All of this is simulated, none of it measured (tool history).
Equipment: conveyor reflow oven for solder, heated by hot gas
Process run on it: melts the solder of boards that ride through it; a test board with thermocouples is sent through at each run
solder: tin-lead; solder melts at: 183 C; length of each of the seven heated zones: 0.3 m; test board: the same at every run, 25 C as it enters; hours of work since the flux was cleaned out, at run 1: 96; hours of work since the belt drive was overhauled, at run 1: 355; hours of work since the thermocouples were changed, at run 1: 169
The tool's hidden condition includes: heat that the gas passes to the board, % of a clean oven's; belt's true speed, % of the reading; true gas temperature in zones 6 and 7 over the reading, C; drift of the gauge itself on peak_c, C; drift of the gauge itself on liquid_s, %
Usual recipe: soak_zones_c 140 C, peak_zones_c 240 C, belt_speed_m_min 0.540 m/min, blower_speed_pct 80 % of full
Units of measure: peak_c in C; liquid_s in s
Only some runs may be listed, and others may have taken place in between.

run,hour,soak_zones_c,peak_zones_c,belt_speed_m_min,blower_speed_pct,hours of work since the flux was cleaned out,hours of work since the belt drive was overhauled,hours of work since the thermocouples were changed,peak_c,liquid_s
1,0.0,140,240,0.540,80,96,355,169,218.3,50.7
2,14.5,140,240,0.540,80,104,363,177,218.5,50.5
3,39.9,140,240,0.540,80,118,377,191,218.4,50.0
4,65.1,140,240,0.540,80,132,391,205,218.0,51.0
5,84.2,140,240,0.540,80,142,402,216,218.3,49.9
6,95.2,140,240,0.597,80,149,408,222,213.5,41.9
7,110.5,140,240,0.540,69,157,416,230,215.5,48.9
8,129.3,134,240,0.500,69,168,427,241,217.2,52.2
# hour 135.9: flux residue cleaned out of gas plates and filters
9,147.9,143,240,0.436,60,7,434,248,221.0,67.2
10,159.2,143,240,0.436,60,13,440,255,220.9,66.2
11,181.4,143,240,0.486,74,25,453,267,219.3,58.1
12,195.1,143,240,0.486,74,33,460,275,219.7,58.7
13,206.3,145,240,0.540,80,39,467,281,216.8,50.9
14,224.5,154,240,0.630,80,49,477,291,212.8,43.4

Predict each of these 4 candidate next runs independently; none follows another, all start after run 14:
A,246.1,127,234,0.630,80,61,489,303,?,?
B,246.1,140,240,0.472,80,61,489,303,?,?
C,246.1,128,240,0.630,61,61,489,303,?,?
D,246.1,140,240,0.511,80,61,489,303,?,?

run,peak_c,liquid_s
A,200.6,25.3
B,220.3,60.2
C,200.5,24.6
D,218.0,52.8
Without the tool's hidden state the same runs would have given:
run,peak_c,liquid_s
A,205.7,30.5
B,223.9,62.5
C,205.5,29.5
D,222.0,55.5
